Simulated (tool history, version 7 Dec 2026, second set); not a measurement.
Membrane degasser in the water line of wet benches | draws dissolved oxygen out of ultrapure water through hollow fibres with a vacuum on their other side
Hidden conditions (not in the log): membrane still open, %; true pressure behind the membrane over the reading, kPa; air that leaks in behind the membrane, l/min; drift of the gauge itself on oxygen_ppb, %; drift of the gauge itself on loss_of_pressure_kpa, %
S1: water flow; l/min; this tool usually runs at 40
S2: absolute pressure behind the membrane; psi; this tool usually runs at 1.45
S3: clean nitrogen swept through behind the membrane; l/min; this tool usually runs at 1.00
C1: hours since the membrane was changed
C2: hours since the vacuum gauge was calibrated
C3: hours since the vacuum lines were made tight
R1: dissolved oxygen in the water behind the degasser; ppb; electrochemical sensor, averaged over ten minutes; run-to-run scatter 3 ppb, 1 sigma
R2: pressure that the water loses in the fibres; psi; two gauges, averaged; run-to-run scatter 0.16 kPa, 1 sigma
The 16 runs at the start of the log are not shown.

run,hour,S1,S2,S3,C1,C2,C3,R1,R2
17,1246.6,39,1.45,1.00,3467,4183,816,578.4,5.471
18,1336.6,39,1.45,1.00,3557,4273,906,577.5,5.408
19,1435.4,29,3.34,2.31,3656,4372,1005,566.0,4.049
20,1542.8,34,0.88,1.00,3763,4479,1113,255.5,4.805
# hour 1549.6: vacuum gauge calibrated
21,1608.0,47,1.45,0.57,3828,58,1177,1016.3,6.596
22,1673.0,41,1.89,1.31,3893,123,1242,684.2,5.741
23,1753.2,41,1.89,1.31,3973,204,1323,693.2,5.751
24,1828.9,41,1.89,1.31,4049,279,1398,687.7,5.749
25,1881.7,41,1.89,1.31,4102,332,1451,693.0,5.742
26,1974.4,41,1.89,1.31,4194,425,1544,692.7,5.714
27,2072.1,38,3.15,1.00,4292,523,1641,1329.8,5.294
28,2142.1,38,3.15,1.00,4362,592,1711,1336.5,5.332
# hour 2160.9: vacuum gauge calibrated, once more
29,2230.2,46,1.19,0.91,4450,69,1799,540.1,6.437
30,2297.2,46,1.19,0.91,4517,136,1866,543.6,6.489
31,2350.6,46,1.19,0.91,4570,190,1919,545.0,6.460

Here are 3 independent what-if runs from the current tool condition. What would each one return?
A,2450.9,40,2.18,0.52,4670,290,2020,?,?
B,2450.9,24,1.12,0.91,4670,290,2020,?,?
C,2450.9,30,1.54,1.00,4670,290,2020,?,?

run,R1,R2
A,1388.2,5.642
B,251.5,3.381
C,459.7,4.282
What these runs would have given with no unlogged condition in the tool:
run,R1,R2
A,1380.7,5.453
B,248.8,3.268
C,455.3,4.141

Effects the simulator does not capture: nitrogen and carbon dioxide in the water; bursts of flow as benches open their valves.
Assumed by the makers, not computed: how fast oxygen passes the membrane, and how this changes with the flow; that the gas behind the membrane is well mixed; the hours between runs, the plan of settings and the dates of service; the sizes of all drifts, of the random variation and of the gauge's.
